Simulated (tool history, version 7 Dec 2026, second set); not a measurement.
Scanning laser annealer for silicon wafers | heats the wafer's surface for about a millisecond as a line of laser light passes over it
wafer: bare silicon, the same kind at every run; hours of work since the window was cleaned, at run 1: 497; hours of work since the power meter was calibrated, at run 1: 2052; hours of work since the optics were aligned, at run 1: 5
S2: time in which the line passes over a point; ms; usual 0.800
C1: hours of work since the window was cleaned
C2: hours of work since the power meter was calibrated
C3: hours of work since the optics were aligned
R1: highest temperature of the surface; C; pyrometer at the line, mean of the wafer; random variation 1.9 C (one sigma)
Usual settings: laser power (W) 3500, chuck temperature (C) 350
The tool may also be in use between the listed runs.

{"run": 1, "day": 0.0, "laser power (W)": 3500, "S2": 0.8, "chuck temperature (C)": 350, "C1": 497, "C2": 2052, "C3": 5, "R1": 1165}
{"run": 2, "day": 2.804, "laser power (W)": 3500, "S2": 0.8, "chuck temperature (C)": 350, "C1": 531, "C2": 2086, "C3": 39, "R1": 1167}
{"run": 3, "day": 6.35, "laser power (W)": 3500, "S2": 0.8, "chuck temperature (C)": 350, "C1": 574, "C2": 2129, "C3": 82, "R1": 1163}
{"run": 4, "day": 8.45, "laser power (W)": 3500, "S2": 0.8, "chuck temperature (C)": 350, "C1": 600, "C2": 2155, "C3": 108, "R1": 1164}
{"run": 5, "day": 12.129, "laser power (W)": 3500, "S2": 0.8, "chuck temperature (C)": 350, "C1": 644, "C2": 2199, "C3": 152, "R1": 1165}
{"run": 6, "day": 16.154, "laser power (W)": 3500, "S2": 0.8, "chuck temperature (C)": 350, "C1": 693, "C2": 2248, "C3": 201, "R1": 1165}
{"run": 7, "day": 18.1, "laser power (W)": 3500, "S2": 0.8, "chuck temperature (C)": 350, "C1": 717, "C2": 2272, "C3": 225, "R1": 1162}
{"run": 8, "day": 20.742, "laser power (W)": 3500, "S2": 0.8, "chuck temperature (C)": 350, "C1": 749, "C2": 2304, "C3": 257, "R1": 1165}
{"day": 21.812, "done": "window over the wafer cleaned"}
{"run": 9, "day": 24.571, "laser power (W)": 3500, "S2": 0.8, "chuck temperature (C)": 350, "C1": 33, "C2": 2349, "C3": 302, "R1": 1165}
{"run": 10, "day": 28.279, "laser power (W)": 3500, "S2": 0.899, "chuck temperature (C)": 350, "C1": 78, "C2": 2394, "C3": 347, "R1": 1211}
{"run": 11, "day": 30.671, "laser power (W)": 3500, "S2": 0.8, "chuck temperature (C)": 350, "C1": 107, "C2": 2423, "C3": 376, "R1": 1164}
{"run": 12, "day": 33.2, "laser power (W)": 3500, "S2": 0.831, "chuck temperature (C)": 350, "C1": 138, "C2": 2454, "C3": 407, "R1": 1178}
{"run": 13, "day": 37.421, "laser power (W)": 3500, "S2": 0.6, "chuck temperature (C)": 350, "C1": 189, "C2": 2505, "C3": 458, "R1": 1060}
{"run": 14, "day": 40.112, "laser power (W)": 3500, "S2": 0.82, "chuck temperature (C)": 344, "C1": 222, "C2": 2537, "C3": 490, "R1": 1167}
{"run": 15, "day": 43.4, "laser power (W)": 3848, "S2": 0.82, "chuck temperature (C)": 371, "C1": 262, "C2": 2577, "C3": 530, "R1": 1304}
{"run": 16, "day": 46.358, "laser power (W)": 3326, "S2": 0.588, "chuck temperature (C)": 371, "C1": 297, "C2": 2613, "C3": 566, "R1": 1029}
{"run": 17, "day": 50.25, "laser power (W)": 3326, "S2": 0.588, "chuck temperature (C)": 312, "C1": 345, "C2": 2660, "C3": 613, "R1": 967}
{"run": 18, "day": 53.833, "laser power (W)": 3326, "S2": 0.588, "chuck temperature (C)": 312, "C1": 388, "C2": 2704, "C3": 657, "R1": 968}
{"run": 19, "day": 57.138, "laser power (W)": 2998, "S2": 0.588, "chuck temperature (C)": 312, "C1": 428, "C2": 2744, "C3": 697, "R1": 890}
{"run": 20, "day": 60.012, "laser power (W)": 3682, "S2": 0.593, "chuck temperature (C)": 384, "C1": 463, "C2": 2779, "C3": 731, "R1": 1133}
{"run": 21, "day": 63.988, "laser power (W)": 3022, "S2": 0.733, "chuck temperature (C)": 328, "C1": 511, "C2": 2827, "C3": 780, "R1": 974}
{"run": 22, "day": 67.417, "laser power (W)": 3022, "S2": 0.733, "chuck temperature (C)": 328, "C1": 553, "C2": 2868, "C3": 821, "R1": 972}
{"run": 23, "day": 71.358, "laser power (W)": 3670, "S2": 0.763, "chuck temperature (C)": 343, "C1": 600, "C2": 2916, "C3": 869, "R1": 1187}
{"run": 24, "day": 73.988, "laser power (W)": 3474, "S2": 0.763, "chuck temperature (C)": 343, "C1": 632, "C2": 2948, "C3": 901, "R1": 1131}

4 ways to go on from here, each from the tool as it stands after run 24. What would each give?
{"run": "A", "day": 77.142, "laser power (W)": 3500, "S2": 0.8, "chuck temperature (C)": 361, "C1": 670, "C2": 2986, "C3": 939, "R1": "?"}
{"run": "B", "day": 77.142, "laser power (W)": 3732, "S2": 0.597, "chuck temperature (C)": 326, "C1": 670, "C2": 2986, "C3": 939, "R1": "?"}
{"run": "C", "day": 77.142, "laser power (W)": 3407, "S2": 0.846, "chuck temperature (C)": 343, "C1": 670, "C2": 2986, "C3": 939, "R1": "?"}
{"run": "D", "day": 77.142, "laser power (W)": 3292, "S2": 0.623, "chuck temperature (C)": 350, "C1": 670, "C2": 2986, "C3": 939, "R1": "?"}

run=A R1=1174
run=B R1=1093
run=C R1=1153
run=D R1=1013
Without the tool's hidden state the same runs would have given:
run=A R1=1175
run=B R1=1093
run=C R1=1154
run=D R1=1013
